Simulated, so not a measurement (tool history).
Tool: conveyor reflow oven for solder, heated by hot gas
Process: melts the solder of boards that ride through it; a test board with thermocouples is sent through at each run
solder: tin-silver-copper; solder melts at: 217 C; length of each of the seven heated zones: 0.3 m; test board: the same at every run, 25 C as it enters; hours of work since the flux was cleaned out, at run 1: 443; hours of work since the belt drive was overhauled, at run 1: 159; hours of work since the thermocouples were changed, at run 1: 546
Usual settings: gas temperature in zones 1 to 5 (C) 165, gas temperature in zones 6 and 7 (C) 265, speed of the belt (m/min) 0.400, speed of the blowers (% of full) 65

run    hour  gas temperature in zones 1 to 5 (C)  gas temperature in zones 6 and 7 (C)  speed of the belt (m/min)  speed of the blowers (% of full)  hours of work since the flux was cleaned out  hours of work since the belt drive was overhauled  hours of work since the thermocouples were changed  highest temperature of the board (C)  time above the solder's melting point (s)
  1     0.0                                  165                                   265                      0.400                                65                                           443                                                159                                                 546                                 241.5                                       49.9
       18.7  -- flux residue cleaned out of gas plates and filters
  2    52.1                                  165                                   265                      0.400                                65                                            18                                                185                                                 572                                 245.8                                       57.6
  3    87.9                                  165                                   265                      0.400                                65                                            38                                                204                                                 591                                 246.7                                       56.9
  4   123.3                                  165                                   265                      0.400                                65                                            58                                                224                                                 611                                 246.2                                       57.3
  5   148.3                                  165                                   265                      0.400                                65                                            72                                                238                                                 625                                 245.8                                       56.3
      152.4  -- thermocouples of zones 6 and 7 changed
  6   177.1                                  167                                   265                      0.400                                65                                            86                                                253                                                  14                                 245.5                                       57.3
  7   220.2                                  167                                   265                      0.400                                65                                           110                                                276                                                  37                                 245.1                                       56.3
  8   243.3                                  174                                   265                      0.400                                65                                           123                                                289                                                  50                                 245.7                                       61.6
  9   277.2                                  165                                   265                      0.349                                65                                           142                                                308                                                  69                                 249.1                                       70.7
 10   311.2                                  165                                   265                      0.349                                65                                           160                                                327                                                  88                                 248.5                                       71.3
 11   358.4                                  165                                   265                      0.349                                65                                           186                                                353                                                 114                                 249.2                                       70.2
 12   393.9                                  165                                   265                      0.349                                65                                           206                                                372                                                 133                                 248.7                                       70.9
 13   423.2                                  165                                   265                      0.400                                69                                           222                                                388                                                 150                                 245.1                                       55.6
 14   471.5                                  165                                   265                      0.400                                69                                           249                                                415                                                 176                                 244.9                                       56.6
 15   510.4                                  165                                   265                      0.400                                69                                           270                                                437                                                 198                                 244.9                                       55.4
 16   542.2                                  165                                   279                      0.400                                65                                           288                                                454                                                 215                                 255.5                                       65.1
 17   587.2                                  152                                   271                      0.441                                59                                           313                                                479                                                 240                                 238.9                                       37.7
 18   633.1                                  152                                   271                      0.441                                59                                           338                                                504                                                 265                                 237.9                                       36.8
 19   654.5                                  152                                   263                      0.441                                86                                           350                                                516                                                 277                                 239.9                                       42.1
 20   683.8                                  152                                   262                      0.400                                65                                           366                                                532                                                 293                                 237.0                                       41.3
 21   731.6                                  152                                   262                      0.400                                65                                           393                                                559                                                 320                                 237.5                                       40.8
 22   780.0                                  179                                   259                      0.407                                53                                           419                                                585                                                 347                                 236.4                                       49.1
 23   806.4                                  171                                   265                      0.368                                65                                           434                                                600                                                 361                                 246.7                                       67.0
      840.4  -- flux residue cleaned out of gas plates and filters
 24   843.3                                  171                                   276                      0.400                                65                                             2                                                618                                                 379                                 258.2                                       70.7
 25   888.1                                  171                                   276                      0.400                                65                                            26                                                642                                                 404                                 257.5                                       70.3
 26   916.7                                  178                                   265                      0.400                                73                                            42                                                658                                                 419                                 251.0                                       69.6
 27   963.9                                  178                                   265                      0.400                                73                                            68                                                684                                                 445                                 251.6                                       69.1
 28   994.1                                  178                                   265                      0.400                                73                                            85                                                701                                                 462                                 251.4                                       69.6
 29  1034.6                                  178                                   265                      0.400                                73                                           107                                                723                                                 484                                 250.6                                       67.9
 30  1060.2                                  178                                   265                      0.400                                73                                           121                                                737                                                 499                                 251.3                                       69.4
 31  1104.3                                  171                                   261                      0.376                                73                                           146                                                762                                                 523                                 248.1                                       68.0

4 ways to go on from here, each from the tool as it stands after run 31. What would each give?
  A  1124.5                                  171                                   280                      0.384                                62                                           157                                                773                                                 534                                     ?                                          ?
  B  1124.5                                  155                                   261                      0.471                                74                                           157                                                773                                                 534                                     ?                                          ?
  C  1124.5                                  171                                   260                      0.376                                73                                           157                                                773                                                 534                                     ?                                          ?
  D  1124.5                                  176                                   265                      0.323                                65                                           157                                                773                                                 534                                     ?                                          ?

run  highest temperature of the board (C)  time above the solder's melting point (s)
  A                                 260.2                                       75.7
  B                                 236.4                                       35.2
  C                                 247.0                                       66.9
  D                                 254.6                                       90.7
Without the tool's hidden state the same runs would have given:
run  highest temperature of the board (C)  time above the solder's melting point (s)
  A                                 259.5                                       73.7
  B                                 236.2                                       34.6
  C                                 246.3                                       65.2
  D                                 253.6                                       88.0
